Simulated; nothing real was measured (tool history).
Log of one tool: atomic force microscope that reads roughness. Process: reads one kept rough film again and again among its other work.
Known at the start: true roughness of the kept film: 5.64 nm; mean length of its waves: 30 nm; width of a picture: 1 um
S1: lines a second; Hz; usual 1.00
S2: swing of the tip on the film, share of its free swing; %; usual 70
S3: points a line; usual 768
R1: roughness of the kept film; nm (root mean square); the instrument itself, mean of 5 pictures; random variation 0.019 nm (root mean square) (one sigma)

Run 1, hour 0.0: usual settings. Result: R1 3.446 nm (root mean square).
At hour 2.1: new tip fitted.
Run 2, hour 18.1: usual settings. Result: R1 4.348 nm (root mean square).
Run 3, hour 28.7: usual settings but S3 343. Result: R1 4.239 nm (root mean square).
Run 4, hour 43.3: usual settings but S3 343. Result: R1 4.129 nm (root mean square).
Run 5, hour 54.1: usual settings but S3 482. Result: R1 4.053 nm (root mean square).
Run 6, hour 61.9: usual settings but S3 482. Result: R1 3.947 nm (root mean square).
Run 7, hour 77.9: usual settings but S3 297. Result: R1 3.811 nm (root mean square).
Run 8, hour 91.1: usual settings but S1 1.15 Hz. Result: R1 3.725 nm (root mean square).
Run 9, hour 100.2: usual settings but S1 1.15 Hz. Result: R1 3.686 nm (root mean square).
Run 10, hour 108.9: usual settings but S1 1.15 Hz. Result: R1 3.659 nm (root mean square).
Run 11, hour 119.8: usual settings but S1 1.15 Hz. Result: R1 3.572 nm (root mean square).
Run 12, hour 135.9: usual settings but S1 1.15 Hz. Result: R1 3.462 nm (root mean square).
At hour 152.9: new tip fitted.
Run 13, hour 153.0: usual settings but S1 1.15 Hz. Result: R1 4.527 nm (root mean square).
Run 14, hour 162.0: usual settings but S1 1.15 Hz. Result: R1 4.387 nm (root mean square).
Run 15, hour 177.5: usual settings but S1 1.15 Hz, S3 616. Result: R1 4.230 nm (root mean square).
Run 16, hour 187.2: usual settings but S1 1.15 Hz, S3 616. Result: R1 4.171 nm (root mean square).
Run 17, hour 199.6: usual settings. Result: R1 4.105 nm (root mean square).
Run 18, hour 214.0: usual settings. Result: R1 3.955 nm (root mean square).
Run 19, hour 223.6: usual settings. Result: R1 3.916 nm (root mean square).
Run 20, hour 234.3: usual settings but S2 85 %. Result: R1 3.664 nm (root mean square).
Run 21, hour 242.0: usual settings but S2 58 %. Result: R1 3.872 nm (root mean square).
Run 22, hour 254.4: usual settings but S2 58 %. Result: R1 3.764 nm (root mean square).
Run 23, hour 263.1: usual settings. Result: R1 3.601 nm (root mean square).
Run 24, hour 277.5: usual settings but S3 951. Result: R1 3.544 nm (root mean square).
Run 25, hour 294.2: usual settings but S3 951. Result: R1 3.428 nm (root mean square).
Run 26, hour 302.0: usual settings but S1 0.97 Hz. Result: R1 3.385 nm (root mean square).
At hour 303.8: new tip fitted.
Run 27, hour 318.5: usual settings but S1 0.97 Hz. Result: R1 4.380 nm (root mean square).
Run 28, hour 331.2: usual settings but S1 0.97 Hz. Result: R1 4.263 nm (root mean square).
Run 29, hour 344.6: usual settings but S1 0.97 Hz. Result: R1 4.168 nm (root mean square).
Run 30, hour 358.7: usual settings but S1 2.08 Hz, S2 62 %. Result: R1 4.007 nm (root mean square).
Run 31, hour 373.1: usual settings but S1 0.63 Hz, S2 58 %. Result: R1 4.030 nm (root mean square).
Run 32, hour 388.9: usual settings but S1 0.89 Hz, S2 76 %, S3 764. Result: R1 3.777 nm (root mean square).
Run 33, hour 405.4: usual settings but S1 0.52 Hz, S2 76 %, S3 933. Result: R1 3.723 nm (root mean square).
Run 34, hour 414.1: usual settings but S1 0.52 Hz, S2 76 %, S3 933. Result: R1 3.660 nm (root mean square).
Run 35, hour 423.5: usual settings but S1 1.35 Hz. Result: R1 3.499 nm (root mean square).
Run 36, hour 434.8: usual settings but S1 1.35 Hz, S2 69 %, S3 952. Result: R1 3.452 nm (root mean square).
Run 37, hour 442.7: usual settings but S1 1.35 Hz, S2 69 %, S3 952. Result: R1 3.385 nm (root mean square).

The next listed run, before its measurement:
At hour 454.3: new tip fitted.
Run 38, hour 456.3: usual settings but S1 0.88 Hz, S2 80 %, S3 912. Result: R1 ?.

R1: 4.429 nm (root mean square)
Without the tool's hidden state the same run would have given R1 4.498 nm (root mean square).
